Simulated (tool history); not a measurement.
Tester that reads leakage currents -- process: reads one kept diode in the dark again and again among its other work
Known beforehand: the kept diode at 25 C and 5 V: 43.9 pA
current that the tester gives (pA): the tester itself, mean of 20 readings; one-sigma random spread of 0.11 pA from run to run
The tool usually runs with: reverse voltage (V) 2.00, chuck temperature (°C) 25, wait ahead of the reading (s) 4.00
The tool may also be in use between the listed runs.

run    hour  reverse voltage (V)  chuck temperature (°C)  wait ahead of the reading (s)  current that the tester gives (pA)
  1     0.0                 2.00                      25                           4.00                               32.77
  2   109.1                 2.00                      25                           4.00                               32.74
      186.7  -- chuck's temperature calibrated
  3   189.3                 2.00                      30                           4.00                               49.47
  4   299.7                 2.00                      30                           4.00                               49.48
  5   418.0                 2.00                      30                           4.00                               49.25
  6   485.0                 2.00                      30                           4.00                               49.47
  7   598.3                 2.00                      25                           2.72                               32.78
  8   668.5                 2.00                      25                           2.72                               32.86
  9   764.6                 2.71                      25                           4.00                               36.17
 10   828.7                 2.71                      25                           4.00                               36.18
 11   938.6                 2.00                      25                           1.35                               33.05
 12  1034.8                 2.00                      25                           2.84                               32.79
 13  1156.9                 2.00                      25                           2.84                               32.60
 14  1261.3                 2.00                      25                           2.84                               32.71
 15  1363.9                 2.00                      25                           2.84                               32.75
 16  1457.1                 2.00                      25                           2.84                               32.75
 17  1525.5                 2.00                      29                           4.00                               45.43
 18  1602.8                 2.00                      29                           4.00                               45.40
 19  1711.5                 2.00                      29                           4.00                               45.41
 20  1807.2                 2.00                      29                           4.00                               45.43
     1856.9  -- probe card cleaned and baked
 21  1938.4                 2.00                      24                           0.60                               30.76
 22  2053.2                14.55                      25                           4.00                               63.18
 23  2185.7                 2.00                      45                           4.00                              156.61
 24  2306.2                 2.00                      45                           4.00                              156.75
 25  2454.9                 3.15                      33                           1.17                               73.05
 26  2563.1                 4.37                      31                           1.56                               69.44
 27  2665.9                 4.37                      31                           1.56                               69.54
 28  2766.0                 8.59                      43                           3.25                              217.96
 29  2861.7                 8.39                      43                           1.89                              216.50
 30  2958.2                 8.39                      43                           1.89                              217.34
 31  3076.0                18.78                      31                           4.00                              112.12
 32  3195.5                19.48                      20                           4.00                               45.73
 33  3272.6                 1.18                      28                           4.00                               35.18
 34  3362.8                 1.18                      52                           0.38                              219.35
 35  3463.2                 2.00                      51                           4.00                              242.39
 36  3545.1                 2.00                      51                           4.00                              240.96
 37  3658.2                 1.10                      51                           2.33                              199.03
     3747.7  -- chuck's temperature calibrated
 38  3773.0                 2.00                      39                           1.79                               99.71
 39  3895.1                 2.00                      39                           1.79                              100.39
 40  3985.5                 2.00                      39                           1.79                              100.49

Below are 3 alternative next runs, each starting from the tool's condition after run 40. Predict each:
     4021.0  -- probe card cleaned and baked
  A  4137.8                 2.00                      39                           1.31                                   ?
     4021.0  -- probe card cleaned and baked
  B  4137.8                16.33                      25                           8.56                                   ?
     4021.0  -- probe card cleaned and baked
  C  4137.8                 2.00                      25                           1.47                                   ?

run  current that the tester gives (pA)
  A                              100.14
  B                               65.17
  C                               32.95
Stripped of hidden state, with their random variation kept, the same runs would have yielded:
run  current that the tester gives (pA)
  A                              100.14
  B                               65.16
  C                               32.94

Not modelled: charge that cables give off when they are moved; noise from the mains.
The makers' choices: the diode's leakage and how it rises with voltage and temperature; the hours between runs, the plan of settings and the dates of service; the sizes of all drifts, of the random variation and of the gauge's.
